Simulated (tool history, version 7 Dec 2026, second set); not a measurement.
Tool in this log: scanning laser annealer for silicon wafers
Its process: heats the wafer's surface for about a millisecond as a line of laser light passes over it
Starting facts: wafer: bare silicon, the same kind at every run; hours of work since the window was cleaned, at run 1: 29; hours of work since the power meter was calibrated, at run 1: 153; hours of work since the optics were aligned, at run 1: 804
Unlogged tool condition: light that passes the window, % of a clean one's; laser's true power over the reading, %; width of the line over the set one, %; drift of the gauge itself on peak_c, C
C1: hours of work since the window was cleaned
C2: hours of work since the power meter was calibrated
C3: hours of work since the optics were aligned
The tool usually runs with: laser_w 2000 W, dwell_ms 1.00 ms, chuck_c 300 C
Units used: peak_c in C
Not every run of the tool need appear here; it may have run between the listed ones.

Run 1, day 0.000: usual settings; C1 29; C2 153; C3 804. Result: peak_c 1000 C.
Run 2, day 0.604: usual settings; C1 37; C2 161; C3 812. Result: peak_c 1000 C.
Run 3, day 1.138: usual settings; C1 45; C2 168; C3 819. Result: peak_c 998 C.
Run 4, day 1.650: usual settings; C1 52; C2 175; C3 826. Result: peak_c 1000 C.
Run 5, day 2.188: usual settings; C1 59; C2 182; C3 833. Result: peak_c 997 C.
Run 6, day 2.675: usual settings but chuck_c 291 C; C1 65; C2 189; C3 840. Result: peak_c 989 C.
Run 7, day 3.283: usual settings but chuck_c 291 C; C1 73; C2 197; C3 848. Result: peak_c 989 C.
Run 8, day 3.738: usual settings; C1 80; C2 203; C3 854. Result: peak_c 996 C.
Run 9, day 4.188: usual settings but chuck_c 275 C; C1 86; C2 209; C3 860. Result: peak_c 971 C.
Run 10, day 4.542: usual settings but chuck_c 275 C; C1 90; C2 214; C3 865. Result: peak_c 972 C.
At day 4.775: optics aligned, line set to its width.
Run 11, day 5.325: usual settings but chuck_c 275 C; C1 98; C2 221; C3 7. Result: peak_c 966 C.
Run 12, day 5.808: usual settings but laser_w 1746 W, chuck_c 263 C; C1 105; C2 228; C3 14. Result: peak_c 855 C.
Run 13, day 6.400: usual settings but laser_w 1881 W, dwell_ms 0.72 ms, chuck_c 263 C; C1 112; C2 236; C3 22. Result: peak_c 807 C.
At day 6.662: optics aligned, line set to its width, once more.
Run 14, day 6.879: usual settings but laser_w 1881 W, dwell_ms 0.72 ms, chuck_c 263 C; C1 116; C2 240; C3 3. Result: peak_c 816 C.
Run 15, day 7.304: usual settings but laser_w 1871 W, dwell_ms 0.98 ms; C1 122; C2 245; C3 9. Result: peak_c 941 C.
Run 16, day 7.671: usual settings but laser_w 1871 W, dwell_ms 0.98 ms; C1 127; C2 250; C3 14. Result: peak_c 942 C.
Run 17, day 8.246: usual settings but chuck_c 309 C; C1 134; C2 258; C3 21. Result: peak_c 1006 C.
Run 18, day 8.808: usual settings but chuck_c 309 C; C1 142; C2 265; C3 29. Result: peak_c 1005 C.
Run 19, day 9.325: usual settings but chuck_c 309 C; C1 149; C2 272; C3 36. Result: peak_c 1003 C.
Run 20, day 9.892: usual settings but chuck_c 309 C; C1 156; C2 280; C3 43. Result: peak_c 1002 C.
Run 21, day 10.458: usual settings but laser_w 2118 W, chuck_c 331 C; C1 164; C2 288; C3 51. Result: peak_c 1071 C.

Consider 3 possible next runs. They are alternatives, not a sequence: every one starts from the tool as it was left by run 21. What does each give?
Run A, day 10.933: usual settings but laser_w 1827 W, dwell_ms 0.78 ms, chuck_c 294 C; C1 170; C2 294; C3 57. Result: peak_c ?.
Run B, day 10.933: usual settings but laser_w 2118 W, dwell_ms 1.18 ms, chuck_c 274 C; C1 170; C2 294; C3 57. Result: peak_c ?.
Run C, day 10.933: usual settings but laser_w 2118 W, dwell_ms 0.89 ms, chuck_c 265 C; C1 170; C2 294; C3 57. Result: peak_c ?.

run  peak_c
  A     847
  B    1080
  C     962
With the hidden condition removed and each run's random variation left untouched, the same runs would have given:
run  peak_c
  A     859
  B    1098
  C     978
